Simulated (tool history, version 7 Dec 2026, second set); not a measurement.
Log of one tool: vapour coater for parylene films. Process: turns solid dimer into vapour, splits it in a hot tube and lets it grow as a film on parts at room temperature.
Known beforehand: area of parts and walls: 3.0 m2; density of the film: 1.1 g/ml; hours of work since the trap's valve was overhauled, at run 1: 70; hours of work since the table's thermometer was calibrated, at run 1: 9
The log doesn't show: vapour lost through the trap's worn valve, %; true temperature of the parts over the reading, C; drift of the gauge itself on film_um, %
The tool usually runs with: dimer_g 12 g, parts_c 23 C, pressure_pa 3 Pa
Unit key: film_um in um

run	day	dimer_g	parts_c	pressure_pa	hours of work since the trap's valve was overhauled	hours of work since the table's thermometer was calibrated	film_um
1	0	12	23	3	70	9	2.97
2	1.775	12	23	4.74	102	41	2.8
3	3.975	12	23	3	142	81	3.01
4	5.788	12	23	3.53	175	114	2.85
5	8.212	12	23	3.53	219	157	2.89
# day 10.062: trap's valve overhauled
6	10.804	12	23	3.53	13	201	2.92
7	13.354	12	23	3.53	59	247	2.89
8	15.412	12	23	3.53	97	284	2.89
9	17.346	12	20	3	131	319	3.24
10	20.233	12	29	3	184	371	2.43
11	21.642	12	29	3	209	397	2.45
# day 23.904: trap's valve overhauled
12	24.733	15	23	3	15	449	3.7
13	26.554	15	23	3	48	482	3.71
14	28.554	19	23	3	84	518	4.69
15	30.458	12	33	3	118	553	2.16
16	33.396	8	33	6.55	171	606	1.28
17	35.908	8	33	6.55	217	651	1.31
# day 37.683: trap's valve overhauled
18	38.696	10	23	2.27	18	698	2.54
19	40.379	11	31	2.9	49	729	2.11
20	43.296	11	31	2.9	101	781	2.16
21	44.817	11	31	2.9	129	809	2.14
22	46.396	11	31	11.03	157	837	1.8
23	47.942	7	33	2.11	185	865	1.32
24	49.25	7	33	2.11	209	889	1.33
# day 51.629: trap's valve overhauled
25	51.688	7	33	2.11	1	930	1.33
26	54.896	7	23	3	59	988	1.72
27	56.862	5	22	3.37	94	1023	1.25

Consider 4 possible next runs. They are alternatives, not a sequence: every one starts from the tool as it was left by run 27. What does each give?
A	59.829	6	23	3	148	1077	?
B	59.829	17	23	5.2	148	1077	?
C	59.829	8	23	3	148	1077	?
D	59.829	16	25	6.53	148	1077	?

run	film_um
A	1.47
B	3.9
C	1.95
D	3.31
With no hidden state in the tool, these same runs would have given:
run	film_um
A	1.47
B	3.91
C	1.95
D	3.32

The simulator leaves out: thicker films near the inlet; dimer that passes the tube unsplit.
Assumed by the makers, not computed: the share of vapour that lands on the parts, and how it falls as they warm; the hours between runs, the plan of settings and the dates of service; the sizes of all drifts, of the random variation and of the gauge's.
